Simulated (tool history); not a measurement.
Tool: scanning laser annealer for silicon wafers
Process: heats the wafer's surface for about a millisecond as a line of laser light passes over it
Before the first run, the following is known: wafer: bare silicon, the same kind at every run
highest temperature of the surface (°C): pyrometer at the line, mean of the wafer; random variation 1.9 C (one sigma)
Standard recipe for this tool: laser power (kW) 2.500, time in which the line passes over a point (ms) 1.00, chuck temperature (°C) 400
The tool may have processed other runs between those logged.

run    hour  laser power (kW)  time in which the line passes over a point (ms)  chuck temperature (°C)  highest temperature of the surface (°C)
  1     0.0             2.500                                             1.00                     400                                     1104
  2    46.5             2.500                                             1.00                     400                                     1105
  3    89.3             2.500                                             1.00                     426                                     1131
  4   117.8             2.500                                             1.23                     426                                     1206
  5   157.5             2.500                                             0.97                     400                                     1094
  6   213.4             2.500                                             0.97                     400                                     1095
  7   262.6             2.679                                             0.97                     400                                     1154
  8   317.5             2.679                                             0.97                     400                                     1151
  9   348.9             2.679                                             1.08                     400                                     1189
 10   393.3             2.679                                             1.08                     400                                     1198
 11   425.9             2.500                                             1.00                     400                                     1102
 12   452.9             2.500                                             1.00                     397                                     1099
 13   486.0             2.500                                             1.00                     397                                     1100
 14   527.9             2.500                                             1.00                     397                                     1104
 15   583.7             2.500                                             1.00                     397                                     1097
 16   621.3             2.500                                             1.00                     400                                     1104
 17   670.3             2.500                                             0.83                     400                                     1041
      684.5  -- window over the wafer cleaned
 18   727.9             2.500                                             0.83                     400                                     1039
 19   784.5             2.500                                             0.83                     400                                     1042
 20   838.8             2.500                                             0.83                     400                                     1042
 21   883.8             2.258                                             0.74                     365                                      903
 22   928.0             2.415                                             1.08                     437                                     1139
 23   964.5             2.448                                             1.08                     430                                     1143
     1009.9  -- optics aligned, line set to its width
 24  1021.9             2.500                                             0.80                     400                                     1029
 25  1071.0             2.500                                             0.82                     374                                     1012
 26  1120.6             2.200                                             0.74                     386                                      905
 27  1172.8             2.663                                             0.90                     391                                     1111
 28  1232.2             2.253                                             0.82                     385                                      948
 29  1288.8             2.253                                             0.82                     385                                      948
 30  1314.4             2.410                                             0.78                     383                                      978
 31  1366.1             2.410                                             0.78                     383                                      978
 32  1424.1             2.261                                             0.94                     388                                      995
 33  1475.1             2.677                                             0.95                     429                                     1175
 34  1510.4             2.568                                             1.22                     390                                     1193
 35  1570.2             2.500                                             1.00                     427                                     1129
 36  1603.3             2.500                                             0.73                     400                                     1003
 37  1644.4             2.500                                             0.73                     400                                     1000
     1655.6  -- window over the wafer cleaned
 38  1671.9             2.227                                             1.23                     400                                     1083
 39  1707.6             2.227                                             1.23                     400                                     1078
 40  1742.0             2.727                                             0.76                     412                                     1090

Here are 4 independent what-if runs from the current tool condition. What would each one return?
  A  1784.2             2.727                                             0.87                     412                                        ?
  B  1784.2             2.222                                             0.78                     375                                        ?
  C  1784.2             2.290                                             0.91                     377                                        ?
  D  1784.2             2.477                                             0.72                     409                                        ?

run  highest temperature of the surface (°C)
  A                                     1142
  B                                      917
  C                                      983
  D                                      999
Without the tool's unlogged condition, the same runs would have read:
run  highest temperature of the surface (°C)
  A                                     1142
  B                                      917
  C                                      984
  D                                      999
